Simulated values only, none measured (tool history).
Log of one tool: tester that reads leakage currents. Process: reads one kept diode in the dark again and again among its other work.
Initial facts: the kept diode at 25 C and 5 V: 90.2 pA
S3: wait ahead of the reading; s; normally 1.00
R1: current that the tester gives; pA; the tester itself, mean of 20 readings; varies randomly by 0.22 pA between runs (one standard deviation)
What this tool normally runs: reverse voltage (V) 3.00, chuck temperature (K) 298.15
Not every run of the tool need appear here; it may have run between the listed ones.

Run 1, hour 0.0: usual settings. Result: R1 64.13 pA.
At hour 97.5: chuck's temperature calibrated.
Run 2, hour 97.5: usual settings. Result: R1 75.08 pA.
Run 3, hour 213.9: usual settings. Result: R1 73.87 pA.
Run 4, hour 335.3: usual settings. Result: R1 72.50 pA.
Run 5, hour 451.0: usual settings. Result: R1 70.94 pA.
Run 6, hour 567.8: usual settings but reverse voltage (V) 4.30. Result: R1 82.64 pA.
Run 7, hour 695.2: usual settings but reverse voltage (V) 4.30. Result: R1 80.74 pA.
Run 8, hour 814.1: usual settings but reverse voltage (V) 4.30. Result: R1 79.49 pA.
Run 9, hour 933.7: usual settings but reverse voltage (V) 19.41. Result: R1 170.96 pA.
Run 10, hour 1065.2: usual settings but reverse voltage (V) 19.41. Result: R1 168.68 pA.
At hour 1088.5: chuck's temperature calibrated.
Run 11, hour 1153.2: usual settings but reverse voltage (V) 19.41. Result: R1 191.93 pA.
Run 12, hour 1225.8: usual settings but reverse voltage (V) 19.41. Result: R1 190.67 pA.
Run 13, hour 1288.2: usual settings but reverse voltage (V) 19.41. Result: R1 189.56 pA.
Run 14, hour 1374.2: usual settings but reverse voltage (V) 19.41, chuck temperature (K) 327.15. Result: R1 1396.36 pA.
Run 15, hour 1490.6: usual settings but reverse voltage (V) 19.41, chuck temperature (K) 324.15. Result: R1 1120.67 pA.
Run 16, hour 1602.1: usual settings but reverse voltage (V) 19.41, chuck temperature (K) 324.15. Result: R1 1094.11 pA.
Run 17, hour 1673.1: usual settings but reverse voltage (V) 19.41, chuck temperature (K) 324.15. Result: R1 1075.10 pA.
At hour 1681.7: tester calibrated.
Run 18, hour 1795.0: usual settings but reverse voltage (V) 9.11. Result: R1 117.70 pA.
Run 19, hour 1899.8: usual settings. Result: R1 65.06 pA.
Run 20, hour 1979.4: usual settings but S3 1.35 s. Result: R1 63.75 pA.
Run 21, hour 2043.4: usual settings but reverse voltage (V) 1.26, S3 0.76 s. Result: R1 41.34 pA.
At hour 2088.8: chuck's temperature calibrated.
At hour 2124.5: tester calibrated, once more.
Run 22, hour 2170.3: usual settings but reverse voltage (V) 2.86, chuck temperature (K) 293.15, S3 2.49 s. Result: R1 50.22 pA.
Run 23, hour 2235.4: usual settings but reverse voltage (V) 1.29, chuck temperature (K) 331.15, S3 1.15 s. Result: R1 523.13 pA.
Run 24, hour 2349.2: usual settings but reverse voltage (V) 9.85, chuck temperature (K) 311.15, S3 0.63 s. Result: R1 344.97 pA.
Run 25, hour 2483.5: usual settings but reverse voltage (V) 9.85, chuck temperature (K) 311.15, S3 0.63 s. Result: R1 337.26 pA.
Run 26, hour 2563.5: usual settings but reverse voltage (V) 3.08, chuck temperature (K) 311.15, S3 0.63 s. Result: R1 189.37 pA.
Run 27, hour 2639.5: usual settings but reverse voltage (V) 3.91, chuck temperature (K) 306.15, S3 1.25 s. Result: R1 144.88 pA.
Run 28, hour 2712.1: usual settings but chuck temperature (K) 293.15. Result: R1 47.40 pA.
Run 29, hour 2828.3: usual settings but reverse voltage (V) 1.01, S3 2.26 s. Result: R1 39.33 pA.
Run 30, hour 2961.9: usual settings but reverse voltage (V) 5.02, chuck temperature (K) 303.15, S3 1.60 s. Result: R1 123.91 pA.
Run 31, hour 3057.4: usual settings but reverse voltage (V) 5.02, chuck temperature (K) 303.15, S3 1.60 s. Result: R1 122.76 pA.
At hour 3088.7: chuck's temperature calibrated.
Run 32, hour 3151.2: usual settings but reverse voltage (V) 5.02, chuck temperature (K) 303.15, S3 1.60 s. Result: R1 140.32 pA.
Run 33, hour 3212.6: usual settings but reverse voltage (V) 6.20, chuck temperature (K) 315.15. Result: R1 365.72 pA.
Run 34, hour 3268.2: usual settings but reverse voltage (V) 3.42, chuck temperature (K) 331.15, S3 2.19 s. Result: R1 809.15 pA.
Run 35, hour 3401.6: usual settings but reverse voltage (V) 3.42, chuck temperature (K) 331.15, S3 2.19 s. Result: R1 791.33 pA.
At hour 3412.6: probe card cleaned and baked.
Run 36, hour 3521.9: usual settings but chuck temperature (K) 300.15, S3 5.93 s. Result: R1 76.47 pA.
Run 37, hour 3628.5: usual settings but reverse voltage (V) 1.84. Result: R1 51.85 pA.
Run 38, hour 3705.7: usual settings but reverse voltage (V) 5.84, chuck temperature (K) 299.15, S3 1.47 s. Result: R1 95.51 pA.

3 options for the next run, each taken on its own from the tool as it stands now. Forecast them:
Run A, hour 3826.3: usual settings but reverse voltage (V) 6.75, chuck temperature (K) 294.15, S3 2.13 s. Result: R1 ?.
Run B, hour 3826.3: usual settings but chuck temperature (K) 293.15, S3 0.91 s. Result: R1 ?.
Run C, hour 3826.3: usual settings but reverse voltage (V) 3.83, chuck temperature (K) 312.15. Result: R1 ?.

run      R1
  A   66.63
  B   42.43
  C  206.74
Stripped of hidden state, with their random variation kept, the same runs would have yielded:
run      R1
  A   76.25
  B   48.66
  C  234.83

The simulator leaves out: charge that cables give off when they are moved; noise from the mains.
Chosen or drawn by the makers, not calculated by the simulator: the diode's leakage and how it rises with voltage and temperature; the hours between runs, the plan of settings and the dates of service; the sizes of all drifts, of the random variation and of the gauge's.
